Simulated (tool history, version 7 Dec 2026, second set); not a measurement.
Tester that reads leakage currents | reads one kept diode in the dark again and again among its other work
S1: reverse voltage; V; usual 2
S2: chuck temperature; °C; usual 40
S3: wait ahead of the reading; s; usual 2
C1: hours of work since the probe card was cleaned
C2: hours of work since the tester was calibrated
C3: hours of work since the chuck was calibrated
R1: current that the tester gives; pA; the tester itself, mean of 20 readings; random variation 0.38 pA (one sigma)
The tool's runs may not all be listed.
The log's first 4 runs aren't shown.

run    hour    S1  S2    S3    C1    C2    C3      R1
  5     915     2  58     2  1230  2495   883  441.03
  6  1062.3     2  34     2  1312  2577   965   78.04
  7  1204.2     2  34     2  1391  2655  1044   77.54
  8  1412.4     2  34     2  1506  2771  1159   77.89
  9  1536.5     2  34     2  1575  2840  1228   77.32
 10  1740.3     2  34     2  1688  2953  1341   77.35
 11  1860.1     2  40     2  1755  3019  1408  120.25
 12  2045.7     2  40     2  1858  3122  1511  120.48
 13  2212.6     2  40     2  1950  3215  1603  119.49
     2232.2  -- probe card cleaned and baked
     2234.2  -- chuck's temperature calibrated
 14  2351.4     2  40     2    65  3289    65  126.65
     2384.4  -- tester calibrated
 15  2592.9     2  40  1.35   198   116   198  123.62
 16  2779.5     2  40     2   301   219   301  122.81
 17    3008     2  40     2   428   346   428  122.09
 18  3150.8     2  40     2   508   425   508     121
 19  3374.5     2  40     2   632   549   632  122.01
 20  3500.9     2  40     2   702   620   702   120.7
 21  3717.6  4.67  40  1.47   822   740   822  163.23
 22  3897.6  4.67  40  1.47   922   840   922  161.18
 23  4097.5     2  49     2  1033   951  1033  230.29
 24    4335  4.33  31  0.41  1165  1082  1165   81.95
 25  4499.9  4.33  31  0.41  1256  1174  1256   82.03
 26  4738.3  12.7  40  9.36  1388  1306  1388  228.04

Forecast run 27:
 27  4957.2  1.21  55  8.72  1510  1428  1510   ?

Run 27 gave R1 290.05 pA.
Without the tool's hidden state the same run would have given R1 310.52 pA.
